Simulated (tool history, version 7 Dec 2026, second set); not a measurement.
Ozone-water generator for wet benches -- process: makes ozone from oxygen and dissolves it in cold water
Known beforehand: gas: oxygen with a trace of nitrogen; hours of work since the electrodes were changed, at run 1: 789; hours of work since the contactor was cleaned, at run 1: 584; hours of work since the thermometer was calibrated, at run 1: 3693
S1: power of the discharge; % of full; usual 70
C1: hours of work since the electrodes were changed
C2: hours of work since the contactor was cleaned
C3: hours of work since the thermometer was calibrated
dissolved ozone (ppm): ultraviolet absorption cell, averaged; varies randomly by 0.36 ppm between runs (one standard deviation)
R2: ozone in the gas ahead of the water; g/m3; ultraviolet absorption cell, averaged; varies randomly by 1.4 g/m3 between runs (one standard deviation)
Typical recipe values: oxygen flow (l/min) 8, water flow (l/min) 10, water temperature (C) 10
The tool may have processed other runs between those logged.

run 1 day=0 | S1=70 oxygen_flow_(l/min)=8 water_flow_(l/min)=10 water_temperature_(C)=10 | C1=789 C2=584 C3=3693 | dissolved_ozone_(ppm)=57.3 R2=252.5
run 2 day=3.608 | S1=70 oxygen_flow_(l/min)=8 water_flow_(l/min)=10 water_temperature_(C)=10 | C1=854 C2=650 C3=3759 | dissolved_ozone_(ppm)=56.5 R2=252.4
run 3 day=8.192 | S1=70 oxygen_flow_(l/min)=8 water_flow_(l/min)=10 water_temperature_(C)=10 | C1=937 C2=732 C3=3841 | dissolved_ozone_(ppm)=56.6 R2=250.1
run 4 day=11.679 | S1=70 oxygen_flow_(l/min)=8 water_flow_(l/min)=10 water_temperature_(C)=10 | C1=1000 C2=795 C3=3904 | dissolved_ozone_(ppm)=56.1 R2=251.5
run 5 day=17.721 | S1=70 oxygen_flow_(l/min)=8 water_flow_(l/min)=10 water_temperature_(C)=10 | C1=1109 C2=904 C3=4013 | dissolved_ozone_(ppm)=56.7 R2=251.5
run 6 day=23.717 | S1=70 oxygen_flow_(l/min)=8 water_flow_(l/min)=10 water_temperature_(C)=10 | C1=1217 C2=1013 C3=4122 | dissolved_ozone_(ppm)=55.8 R2=247.6
run 7 day=28.304 | S1=70 oxygen_flow_(l/min)=8 water_flow_(l/min)=10 water_temperature_(C)=10 | C1=1300 C2=1096 C3=4204 | dissolved_ozone_(ppm)=56.2 R2=249.2
run 8 day=34.025 | S1=70 oxygen_flow_(l/min)=8 water_flow_(l/min)=10 water_temperature_(C)=10 | C1=1403 C2=1199 C3=4308 | dissolved_ozone_(ppm)=56.2 R2=249.8
run 9 day=37.75 | S1=53 oxygen_flow_(l/min)=8 water_flow_(l/min)=10 water_temperature_(C)=10 | C1=1471 C2=1266 C3=4375 | dissolved_ozone_(ppm)=44.3 R2=198.5
run 10 day=42.954 | S1=53 oxygen_flow_(l/min)=8 water_flow_(l/min)=10 water_temperature_(C)=10 | C1=1564 C2=1360 C3=4469 | dissolved_ozone_(ppm)=43.6 R2=196
run 11 day=45.546 | S1=53 oxygen_flow_(l/min)=8 water_flow_(l/min)=10 water_temperature_(C)=10 | C1=1611 C2=1407 C3=4516 | dissolved_ozone_(ppm)=44 R2=198.1
run 12 day=50.517 | S1=53 oxygen_flow_(l/min)=8 water_flow_(l/min)=10 water_temperature_(C)=10 | C1=1701 C2=1497 C3=4606 | dissolved_ozone_(ppm)=43.7 R2=195.3
-- day=51.683 water thermometer calibrated
run 13 day=54.958 | S1=53 oxygen_flow_(l/min)=8 water_flow_(l/min)=10 water_temperature_(C)=10 | C1=1781 C2=1576 C3=59 | dissolved_ozone_(ppm)=44.1 R2=198.8
run 14 day=59.742 | S1=70 oxygen_flow_(l/min)=8 water_flow_(l/min)=10 water_temperature_(C)=10 | C1=1867 C2=1663 C3=146 | dissolved_ozone_(ppm)=55.2 R2=247.7
run 15 day=66.108 | S1=70 oxygen_flow_(l/min)=8 water_flow_(l/min)=10 water_temperature_(C)=10 | C1=1982 C2=1778 C3=260 | dissolved_ozone_(ppm)=55.4 R2=244.3
run 16 day=70.358 | S1=70 oxygen_flow_(l/min)=8 water_flow_(l/min)=10 water_temperature_(C)=10 | C1=2059 C2=1855 C3=337 | dissolved_ozone_(ppm)=54.6 R2=244
run 17 day=76.392 | S1=70 oxygen_flow_(l/min)=8 water_flow_(l/min)=10 water_temperature_(C)=10 | C1=2168 C2=1963 C3=446 | dissolved_ozone_(ppm)=54.4 R2=244.8
-- day=80.1 water thermometer calibrated, once more
run 18 day=82.475 | S1=70 oxygen_flow_(l/min)=8 water_flow_(l/min)=14 water_temperature_(C)=7 | C1=2277 C2=2073 C3=43 | dissolved_ozone_(ppm)=46.5 R2=243.4
run 19 day=86.317 | S1=70 oxygen_flow_(l/min)=8 water_flow_(l/min)=14 water_temperature_(C)=7 | C1=2347 C2=2142 C3=112 | dissolved_ozone_(ppm)=46.6 R2=242.8
run 20 day=89.85 | S1=55 oxygen_flow_(l/min)=7.38 water_flow_(l/min)=9 water_temperature_(C)=17 | C1=2411 C2=2206 C3=176 | dissolved_ozone_(ppm)=40.9 R2=206.3
run 21 day=93.375 | S1=55 oxygen_flow_(l/min)=7.38 water_flow_(l/min)=9 water_temperature_(C)=17 | C1=2474 C2=2270 C3=240 | dissolved_ozone_(ppm)=40.6 R2=207.3
run 22 day=97.696 | S1=41 oxygen_flow_(l/min)=5.41 water_flow_(l/min)=9 water_temperature_(C)=15 | C1=2552 C2=2348 C3=318 | dissolved_ozone_(ppm)=34.8 R2=188.4
run 23 day=102.621 | S1=70 oxygen_flow_(l/min)=7.51 water_flow_(l/min)=10 water_temperature_(C)=10 | C1=2641 C2=2437 C3=407 | dissolved_ozone_(ppm)=53.8 R2=248.8
run 24 day=107.983 | S1=70 oxygen_flow_(l/min)=7.51 water_flow_(l/min)=10 water_temperature_(C)=10 | C1=2738 C2=2534 C3=503 | dissolved_ozone_(ppm)=54 R2=246.7
run 25 day=113.1 | S1=79 oxygen_flow_(l/min)=12.47 water_flow_(l/min)=10 water_temperature_(C)=10 | C1=2830 C2=2626 C3=596 | dissolved_ozone_(ppm)=54.8 R2=217.6
run 26 day=119.279 | S1=79 oxygen_flow_(l/min)=12.47 water_flow_(l/min)=10 water_temperature_(C)=10 | C1=2942 C2=2737 C3=707 | dissolved_ozone_(ppm)=55.1 R2=218
run 27 day=125.092 | S1=79 oxygen_flow_(l/min)=12.47 water_flow_(l/min)=10 water_temperature_(C)=10 | C1=3047 C2=2842 C3=812 | dissolved_ozone_(ppm)=54.8 R2=218.6
run 28 day=128.438 | S1=79 oxygen_flow_(l/min)=12.47 water_flow_(l/min)=10 water_temperature_(C)=10 | C1=3107 C2=2903 C3=873 | dissolved_ozone_(ppm)=55.3 R2=217.4
run 29 day=134.475 | S1=62 oxygen_flow_(l/min)=8 water_flow_(l/min)=10 water_temperature_(C)=10 | C1=3216 C2=3012 C3=982 | dissolved_ozone_(ppm)=48.4 R2=217.5
run 30 day=138.308 | S1=70 oxygen_flow_(l/min)=8 water_flow_(l/min)=12 water_temperature_(C)=14 | C1=3285 C2=3081 C3=1051 | dissolved_ozone_(ppm)=43.2 R2=238.7
run 31 day=142.583 | S1=70 oxygen_flow_(l/min)=8 water_flow_(l/min)=12 water_temperature_(C)=14 | C1=3363 C2=3158 C3=1128 | dissolved_ozone_(ppm)=43.5 R2=236.5
run 32 day=148.054 | S1=70 oxygen_flow_(l/min)=8 water_flow_(l/min)=12 water_temperature_(C)=14 | C1=3461 C2=3257 C3=1227 | dissolved_ozone_(ppm)=44.1 R2=238
run 33 day=151.762 | S1=43 oxygen_flow_(l/min)=8 water_flow_(l/min)=7 water_temperature_(C)=11 | C1=3528 C2=3324 C3=1294 | dissolved_ozone_(ppm)=42.2 R2=160
run 34 day=157.971 | S1=77 oxygen_flow_(l/min)=8 water_flow_(l/min)=9 water_temperature_(C)=10 | C1=3641 C2=3436 C3=1406 | dissolved_ozone_(ppm)=59.8 R2=253.3

Branching from run 34: 3 alternative next runs. What would each branch give?
run A day=161.912 | S1=77 oxygen_flow_(l/min)=10.2 water_flow_(l/min)=9 water_temperature_(C)=10 | C1=3712 C2=3507 C3=1477 | dissolved_ozone_(ppm)=? R2=?
run B day=161.912 | S1=94 oxygen_flow_(l/min)=8 water_flow_(l/min)=7 water_temperature_(C)=9 | C1=3712 C2=3507 C3=1477 | dissolved_ozone_(ppm)=? R2=?
run C day=161.912 | S1=54 oxygen_flow_(l/min)=8 water_flow_(l/min)=9 water_temperature_(C)=10 | C1=3712 C2=3507 C3=1477 | dissolved_ozone_(ppm)=? R2=?

run=A dissolved_ozone_(ppm)=57.5 R2=226.7
run=B dissolved_ozone_(ppm)=79.9 R2=297.1
run=C dissolved_ozone_(ppm)=44.7 R2=191
The same runs, with their run-to-run variation unchanged, on a tool lacking any hidden condition would have given:
run=A dissolved_ozone_(ppm)=64.8 R2=249.9
run=B dissolved_ozone_(ppm)=91 R2=332.3
run=C dissolved_ozone_(ppm)=49 R2=205.1
